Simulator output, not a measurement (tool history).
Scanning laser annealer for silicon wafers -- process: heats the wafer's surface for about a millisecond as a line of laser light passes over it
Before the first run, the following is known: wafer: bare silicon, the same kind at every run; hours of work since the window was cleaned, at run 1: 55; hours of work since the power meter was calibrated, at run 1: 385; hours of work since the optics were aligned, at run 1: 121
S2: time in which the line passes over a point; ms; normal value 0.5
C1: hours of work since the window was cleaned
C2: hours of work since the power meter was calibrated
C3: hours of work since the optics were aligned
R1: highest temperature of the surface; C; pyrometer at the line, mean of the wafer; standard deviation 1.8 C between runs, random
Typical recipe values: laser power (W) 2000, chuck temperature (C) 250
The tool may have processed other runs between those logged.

run 1 day=0 | laser_power_(W)=2000 S2=0.5 chuck_temperature_(C)=250 | C1=55 C2=385 C3=121 | R1=982
run 2 day=1.696 | laser_power_(W)=2000 S2=0.5 chuck_temperature_(C)=250 | C1=78 C2=409 C3=145 | R1=981
run 3 day=3.038 | laser_power_(W)=2000 S2=0.5 chuck_temperature_(C)=250 | C1=97 C2=427 C3=164 | R1=984
run 4 day=5.929 | laser_power_(W)=2000 S2=0.5 chuck_temperature_(C)=250 | C1=137 C2=468 C3=204 | R1=982
run 5 day=8.625 | laser_power_(W)=2000 S2=0.5 chuck_temperature_(C)=250 | C1=175 C2=505 C3=242 | R1=984
run 6 day=11.396 | laser_power_(W)=2000 S2=0.5 chuck_temperature_(C)=281 | C1=214 C2=544 C3=280 | R1=1013
run 7 day=14.296 | laser_power_(W)=2000 S2=0.5 chuck_temperature_(C)=250 | C1=254 C2=585 C3=321 | R1=981
run 8 day=15.742 | laser_power_(W)=2079 S2=0.455 chuck_temperature_(C)=213 | C1=275 C2=605 C3=341 | R1=940
run 9 day=18.925 | laser_power_(W)=1947 S2=0.508 chuck_temperature_(C)=234 | C1=319 C2=649 C3=385 | R1=957

Expected results for the next run?
run 10 day=21.254 | laser_power_(W)=1878 S2=0.56 chuck_temperature_(C)=280 | C1=352 C2=682 C3=418 | R1=?

Run 10 gave R1 1004 C.
On a tool with no hidden condition, and with the same random variation, this run would have come out at R1 1004 C.

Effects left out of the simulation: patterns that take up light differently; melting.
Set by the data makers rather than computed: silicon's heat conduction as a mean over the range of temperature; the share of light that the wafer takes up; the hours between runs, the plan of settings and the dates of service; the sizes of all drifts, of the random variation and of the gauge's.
